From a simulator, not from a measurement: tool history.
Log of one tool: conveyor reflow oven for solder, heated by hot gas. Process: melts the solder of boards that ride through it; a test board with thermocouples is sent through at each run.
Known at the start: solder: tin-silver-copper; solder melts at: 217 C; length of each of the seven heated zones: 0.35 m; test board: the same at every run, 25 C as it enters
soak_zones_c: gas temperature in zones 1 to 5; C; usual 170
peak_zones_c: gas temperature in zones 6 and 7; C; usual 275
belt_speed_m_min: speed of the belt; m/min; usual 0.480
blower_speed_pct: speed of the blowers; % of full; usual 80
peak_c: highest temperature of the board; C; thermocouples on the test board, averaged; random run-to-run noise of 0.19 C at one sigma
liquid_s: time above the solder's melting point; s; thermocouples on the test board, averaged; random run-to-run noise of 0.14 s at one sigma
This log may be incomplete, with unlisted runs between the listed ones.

Run 1, hour 0.0: usual settings. Result: peak_c 262.7 C, liquid_s 73.6 s.
Run 2, hour 18.4: usual settings but peak_zones_c 271 C. Result: peak_c 259.1 C, liquid_s 71.1 s.
Run 3, hour 40.5: usual settings but peak_zones_c 271 C. Result: peak_c 259.5 C, liquid_s 71.0 s.
Run 4, hour 62.7: usual settings but peak_zones_c 273 C. Result: peak_c 260.9 C, liquid_s 72.0 s.
Run 5, hour 76.2: usual settings but peak_zones_c 273 C. Result: peak_c 261.0 C, liquid_s 72.2 s.
Run 6, hour 98.7: usual settings. Result: peak_c 262.8 C, liquid_s 73.2 s.
Run 7, hour 109.7: usual settings but belt_speed_m_min 0.393 m/min. Result: peak_c 267.8 C, liquid_s 94.2 s.
Run 8, hour 127.0: usual settings but belt_speed_m_min 0.393 m/min. Result: peak_c 268.1 C, liquid_s 94.3 s.
Run 9, hour 144.2: usual settings but belt_speed_m_min 0.393 m/min. Result: peak_c 268.1 C, liquid_s 94.4 s.
Run 10, hour 156.9: usual settings but peak_zones_c 277 C, belt_speed_m_min 0.544 m/min. Result: peak_c 260.5 C, liquid_s 62.4 s.
Run 11, hour 171.3: usual settings but peak_zones_c 277 C, belt_speed_m_min 0.544 m/min. Result: peak_c 260.4 C, liquid_s 62.5 s.
Run 12, hour 186.2: usual settings but peak_zones_c 277 C, belt_speed_m_min 0.544 m/min. Result: peak_c 259.9 C, liquid_s 62.1 s.
Run 13, hour 202.7: usual settings but soak_zones_c 164 C, peak_zones_c 280 C, belt_speed_m_min 0.420 m/min, blower_speed_pct 64 % of full. Result: peak_c 266.9 C, liquid_s 84.4 s.
Run 14, hour 212.8: usual settings but soak_zones_c 178 C, belt_speed_m_min 0.455 m/min, blower_speed_pct 58 % of full. Result: peak_c 260.3 C, liquid_s 78.2 s.
Run 15, hour 224.1: usual settings but soak_zones_c 167 C, belt_speed_m_min 0.483 m/min, blower_speed_pct 64 % of full. Result: peak_c 258.3 C, liquid_s 67.4 s.
At hour 243.7: belt drive overhauled, speed set with a stopwatch.
Run 16, hour 250.0: usual settings but soak_zones_c 167 C, peak_zones_c 290 C, belt_speed_m_min 0.404 m/min, blower_speed_pct 64 % of full. Result: peak_c 277.1 C, liquid_s 93.8 s.
Run 17, hour 271.4: usual settings but soak_zones_c 176 C, peak_zones_c 290 C, belt_speed_m_min 0.460 m/min, blower_speed_pct 64 % of full. Result: peak_c 273.9 C, liquid_s 83.5 s.
Run 18, hour 288.9: usual settings but soak_zones_c 176 C, peak_zones_c 274 C, belt_speed_m_min 0.509 m/min, blower_speed_pct 76 % of full. Result: peak_c 259.1 C, liquid_s 67.3 s.

Predict each of these 5 candidate next runs independently; none follows another, all start after run 18:
Run A, hour 305.6: usual settings but soak_zones_c 176 C, peak_zones_c 288 C, belt_speed_m_min 0.559 m/min, blower_speed_pct 75 % of full. Result: peak_c ?, liquid_s ?.
Run B, hour 305.6: usual settings but soak_zones_c 163 C, peak_zones_c 284 C, belt_speed_m_min 0.509 m/min, blower_speed_pct 88 % of full. Result: peak_c ?, liquid_s ?.
Run C, hour 305.6: usual settings but peak_zones_c 274 C, belt_speed_m_min 0.437 m/min, blower_speed_pct 56 % of full. Result: peak_c ?, liquid_s ?.
Run D, hour 305.6: usual settings but soak_zones_c 177 C, peak_zones_c 274 C, belt_speed_m_min 0.509 m/min, blower_speed_pct 76 % of full. Result: peak_c ?, liquid_s ?.
Run E, hour 305.6: usual settings but soak_zones_c 180 C, belt_speed_m_min 0.444 m/min, blower_speed_pct 55 % of full. Result: peak_c ?, liquid_s ?.

run  peak_c  liquid_s
  A   267.6      65.2
  B   268.3      68.5
  C   258.0      75.2
  D   259.1      67.6
  E   260.1      79.4
What these runs would have given with no unlogged condition in the tool:
run  peak_c  liquid_s
  A   267.9      65.4
  B   268.5      68.7
  C   257.6      75.0
  D   259.0      67.8
  E   259.5      79.1
